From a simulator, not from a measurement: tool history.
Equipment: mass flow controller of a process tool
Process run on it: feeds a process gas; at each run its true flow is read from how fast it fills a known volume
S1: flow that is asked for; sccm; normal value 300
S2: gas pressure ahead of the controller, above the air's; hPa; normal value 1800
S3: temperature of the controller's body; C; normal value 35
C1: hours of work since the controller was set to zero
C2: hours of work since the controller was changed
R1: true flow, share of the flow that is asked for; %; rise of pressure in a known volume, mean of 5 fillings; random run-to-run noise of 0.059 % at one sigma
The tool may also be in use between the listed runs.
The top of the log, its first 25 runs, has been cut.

run 26 day=138.492 | S1=216 S2=1800 S3=37 | C1=2975 C2=2975 | R1=96.13
run 27 day=144.292 | S1=216 S2=1800 S3=37 | C1=3070 C2=3070 | R1=96.09
run 28 day=148.858 | S1=108 S2=2130 S3=21 | C1=3144 C2=3144 | R1=97.34
run 29 day=154.108 | S1=124 S2=2330 S3=34 | C1=3230 C2=3230 | R1=95.69
run 30 day=157.733 | S1=300 S2=1800 S3=24 | C1=3289 C2=3289 | R1=97.47
run 31 day=161.683 | S1=300 S2=2310 S3=37 | C1=3353 C2=3353 | R1=95.64
run 32 day=166.45 | S1=124 S2=2000 S3=23 | C1=3431 C2=3431 | R1=97
run 33 day=172.2 | S1=124 S2=2000 S3=23 | C1=3525 C2=3525 | R1=96.91
run 34 day=176.938 | S1=821 S2=1880 S3=39 | C1=3602 C2=3602 | R1=96.39
run 35 day=183.133 | S1=821 S2=1880 S3=39 | C1=3703 C2=3703 | R1=96.38
run 36 day=187.979 | S1=821 S2=1880 S3=39 | C1=3782 C2=3782 | R1=96.34
run 37 day=194.079 | S1=821 S2=1880 S3=39 | C1=3881 C2=3881 | R1=96.36
run 38 day=198.162 | S1=288 S2=1500 S3=37 | C1=3948 C2=3948 | R1=95.81
run 39 day=202.546 | S1=288 S2=1500 S3=37 | C1=4019 C2=4019 | R1=95.8
run 40 day=207.033 | S1=288 S2=1500 S3=37 | C1=4092 C2=4092 | R1=95.81
run 41 day=212.8 | S1=300 S2=1800 S3=36 | C1=4186 C2=4186 | R1=95.58
-- day=216.517 gauge calibrated
run 42 day=217.979 | S1=300 S2=1800 S3=36 | C1=4271 C2=4271 | R1=97.74
run 43 day=221.308 | S1=717 S2=1840 S3=37 | C1=4325 C2=4325 | R1=98.22
run 44 day=226.804 | S1=506 S2=2080 S3=35 | C1=4414 C2=4414 | R1=97.83
run 45 day=230.092 | S1=506 S2=2080 S3=35 | C1=4468 C2=4468 | R1=97.88

Consider 3 possible next runs. They are alternatives, not a sequence: every one starts from the tool as it was left by run 45. What does each give?
run A day=236.542 | S1=122 S2=1450 S3=38 | C1=4573 C2=4573 | R1=?
run B day=236.542 | S1=506 S2=1930 S3=35 | C1=4573 C2=4573 | R1=?
run C day=236.542 | S1=239 S2=2040 S3=26 | C1=4573 C2=4573 | R1=?

run=A R1=97.29
run=B R1=97.91
run=C R1=98.33
With the hidden condition removed and each run's random variation left untouched, the same runs would have given:
run=A R1=97.46
run=B R1=98.11
run=C R1=98.52
